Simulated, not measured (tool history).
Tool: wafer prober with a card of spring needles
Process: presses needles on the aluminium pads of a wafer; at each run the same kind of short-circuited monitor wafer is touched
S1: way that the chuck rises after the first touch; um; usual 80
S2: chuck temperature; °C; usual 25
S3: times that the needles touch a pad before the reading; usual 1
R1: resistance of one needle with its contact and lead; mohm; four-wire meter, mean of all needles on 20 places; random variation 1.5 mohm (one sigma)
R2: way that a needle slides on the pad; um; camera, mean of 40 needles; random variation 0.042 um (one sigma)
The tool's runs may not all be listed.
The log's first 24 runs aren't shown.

{"hour": 163.1, "done": "tips cleaned on abrasive film"}
{"run": 25, "hour": 165.3, "S1": 80, "S2": 58, "S3": 3, "R1": 145, "R2": 10.92}
{"run": 26, "hour": 169.6, "S1": 65, "S2": 82, "S3": 2, "R1": 189, "R2": 8.91}
{"hour": 173.6, "done": "tips cleaned on abrasive film"}
{"run": 27, "hour": 178.6, "S1": 65, "S2": 82, "S3": 2, "R1": 179, "R2": 8.85}
{"hour": 183.7, "done": "tips cleaned on abrasive film"}
{"run": 28, "hour": 187.8, "S1": 64, "S2": 71, "S3": 2, "R1": 175, "R2": 8.75}
{"hour": 193.9, "done": "tips cleaned on abrasive film"}
{"run": 29, "hour": 195.9, "S1": 64, "S2": 71, "S3": 2, "R1": 165, "R2": 8.72}
{"hour": 204.3, "done": "tips cleaned on abrasive film"}
{"run": 30, "hour": 205.1, "S1": 83, "S2": 25, "S3": 1, "R1": 141, "R2": 11.19}
{"run": 31, "hour": 213.4, "S1": 88, "S2": 25, "S3": 1, "R1": 184, "R2": 12}
{"hour": 214.4, "done": "tips cleaned on abrasive film"}
{"run": 32, "hour": 217.8, "S1": 88, "S2": 25, "S3": 1, "R1": 158, "R2": 12.01}
{"hour": 224.9, "done": "tips cleaned on abrasive film"}
{"run": 33, "hour": 226.7, "S1": 100, "S2": 69, "S3": 2, "R1": 146, "R2": 13.54}

Forecast each of these 3 alternatives for the next run:
{"run": "A", "hour": 232.8, "S1": 74, "S2": 25, "S3": 1, "R1": "?", "R2": "?"}
{"run": "B", "hour": 232.8, "S1": 84, "S2": 119, "S3": 1, "R1": "?", "R2": "?"}
{"run": "C", "hour": 232.8, "S1": 65, "S2": 89, "S3": 1, "R1": "?", "R2": "?"}

run=A R1=202 R2=10.05
run=B R1=196 R2=11.37
run=C R1=231 R2=8.77
Without the tool's hidden state the same runs would have given:
run=A R1=132 R2=10.15
run=B R1=147 R2=11.47
run=C R1=149 R2=8.86
